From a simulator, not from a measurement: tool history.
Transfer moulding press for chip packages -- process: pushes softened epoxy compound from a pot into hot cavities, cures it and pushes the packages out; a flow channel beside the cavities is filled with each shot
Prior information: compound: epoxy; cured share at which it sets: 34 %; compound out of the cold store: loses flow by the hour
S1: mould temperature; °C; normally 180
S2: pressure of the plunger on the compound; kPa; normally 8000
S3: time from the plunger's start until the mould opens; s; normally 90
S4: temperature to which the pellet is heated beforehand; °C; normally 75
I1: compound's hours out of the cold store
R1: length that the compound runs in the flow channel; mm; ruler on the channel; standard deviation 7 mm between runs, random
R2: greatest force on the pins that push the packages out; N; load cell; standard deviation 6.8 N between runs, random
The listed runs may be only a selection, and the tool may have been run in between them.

Run 1, hour 0.0: usual settings; I1 18.1. Result: R1 725 mm, R2 306 N.
Run 2, hour 13.4: usual settings; I1 18.6. Result: R1 720 mm, R2 350 N.
At hour 29.1: cavities cleaned with cleaning compound and waxed.
Run 3, hour 36.1: usual settings; I1 25.6. Result: R1 703 mm, R2 294 N.
Run 4, hour 54.7: usual settings; I1 21.6. Result: R1 712 mm, R2 349 N.
At hour 70.8: cavities cleaned with cleaning compound and waxed.
Run 5, hour 73.1: usual settings; I1 32.1. Result: R1 687 mm, R2 276 N.
Run 6, hour 93.2: usual settings; I1 31.8. Result: R1 676 mm, R2 328 N.
At hour 113.1: cavities cleaned with cleaning compound and waxed.
Run 7, hour 116.8: usual settings; I1 29.9. Result: R1 692 mm, R2 299 N.
Run 8, hour 139.1: usual settings; I1 8.8. Result: R1 715 mm, R2 364 N.
At hour 155.0: cavities cleaned with cleaning compound and waxed.
Run 9, hour 157.5: usual settings but S2 6500 kPa, S3 87 s; I1 38.6. Result: R1 595 mm, R2 295 N.
At hour 161.9: mould's thermocouples calibrated.
At hour 167.6: plunger's sealing rings changed.
Run 10, hour 181.9: usual settings but S3 93 s, S4 65 °C; I1 43.5. Result: R1 730 mm, R2 329 N.
Run 11, hour 195.7: usual settings but S3 93 s, S4 65 °C; I1 35.6. Result: R1 749 mm, R2 362 N.
At hour 200.6: cavities cleaned with cleaning compound and waxed.
Run 12, hour 211.9: usual settings but S2 9990 kPa, S3 112 s; I1 16.2. Result: R1 869 mm, R2 277 N.
Run 13, hour 230.5: usual settings but S2 9990 kPa, S3 112 s; I1 23.2. Result: R1 857 mm, R2 317 N.
At hour 242.5: mould's thermocouples calibrated, once more.
At hour 244.0: cavities cleaned with cleaning compound and waxed.
Run 14, hour 247.2: usual settings but S1 186 °C, S2 7550 kPa, S3 91 s, S4 65 °C; I1 32.4. Result: R1 704 mm, R2 252 N.
Run 15, hour 269.5: usual settings but S1 176 °C, S2 8950 kPa, S3 91 s, S4 65 °C; I1 29.1. Result: R1 790 mm, R2 437 N.
At hour 286.1: cavities cleaned with cleaning compound and waxed.
Run 16, hour 291.4: usual settings but S4 70 °C; I1 41.3. Result: R1 709 mm, R2 287 N.

Below are 5 alternative next runs, each starting from the tool's condition after run 16. Predict each:
Run A, hour 303.9: usual settings but S2 8840 kPa, S3 82 s, S4 66 °C; I1 41.6. Result: R1 ?, R2 ?.
Run B, hour 303.9: usual settings but S4 83 °C; I1 38.0. Result: R1 ?, R2 ?.
Run C, hour 303.9: usual settings but S2 8420 kPa, S4 72 °C; I1 26.2. Result: R1 ?, R2 ?.
Run D, hour 303.9: usual settings but S2 9180 kPa, S4 70 °C; I1 16.6. Result: R1 ?, R2 ?.
Run E, hour 303.9: usual settings but S2 9680 kPa, S4 70 °C; I1 11.6. Result: R1 ?, R2 ?.

run   R1   R2
  A  744  366
  B  717  322
  C  745  320
  D  801  327
  E  830  320
Without the tool's unlogged condition, the same runs would have read:
run   R1   R2
  A  771  302
  B  742  265
  C  771  264
  D  829  270
  E  860  263

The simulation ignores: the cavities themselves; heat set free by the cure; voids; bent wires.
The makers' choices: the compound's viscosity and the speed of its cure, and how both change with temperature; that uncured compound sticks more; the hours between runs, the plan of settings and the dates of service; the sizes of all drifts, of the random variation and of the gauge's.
